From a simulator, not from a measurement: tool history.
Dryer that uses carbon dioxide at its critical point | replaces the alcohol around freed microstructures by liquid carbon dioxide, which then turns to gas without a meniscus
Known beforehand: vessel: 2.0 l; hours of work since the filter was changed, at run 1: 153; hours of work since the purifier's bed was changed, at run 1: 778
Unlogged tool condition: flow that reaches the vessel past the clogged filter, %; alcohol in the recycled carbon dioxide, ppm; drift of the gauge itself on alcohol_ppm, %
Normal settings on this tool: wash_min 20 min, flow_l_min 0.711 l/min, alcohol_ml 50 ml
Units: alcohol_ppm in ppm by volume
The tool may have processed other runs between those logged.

run,hour,wash_min,flow_l_min,alcohol_ml,hours of work since the filter was changed,hours of work since the purifier's bed was changed,alcohol_ppm
1,0.0,20,0.711,50,153,778,137
2,52.8,20,0.711,50,184,808,147
3,104.9,20,0.711,50,214,838,162
# hour 126.4: inlet filter changed
4,145.0,20,0.711,92,11,861,164
5,174.8,20,0.711,92,28,878,172
6,216.2,20,0.711,92,52,902,178
7,266.7,20,0.711,92,81,931,199
8,302.1,20,0.711,92,101,952,197
9,343.4,22,0.711,92,125,976,150
10,385.7,22,0.711,92,150,1000,155
11,413.8,20,0.446,84,166,1016,1296
12,468.4,29,0.446,96,197,1048,390
# hour 516.7: inlet filter changed
13,527.3,17,0.446,32,6,1081,726
14,552.8,17,0.665,42,21,1096,249
15,612.2,27,0.755,50,55,1130,80
16,659.1,12,0.588,30,82,1157,904
17,715.9,12,0.588,30,115,1190,943

For some of the steps in alcohol_ppm from one run to the next: how much would appear even if the tool had no hidden state, given the settings, what came in and random variation, and how much remains for the hidden state plus any gauge scatter that the measured result and the result without hidden state don't share?
Run 10 -> 11: wash_min 22 -> 20, flow_l_min 0.711 -> 0.446, alcohol_ml 92 -> 84. alcohol_ppm +1141 ppm by volume: hidden state +288, all else +853.

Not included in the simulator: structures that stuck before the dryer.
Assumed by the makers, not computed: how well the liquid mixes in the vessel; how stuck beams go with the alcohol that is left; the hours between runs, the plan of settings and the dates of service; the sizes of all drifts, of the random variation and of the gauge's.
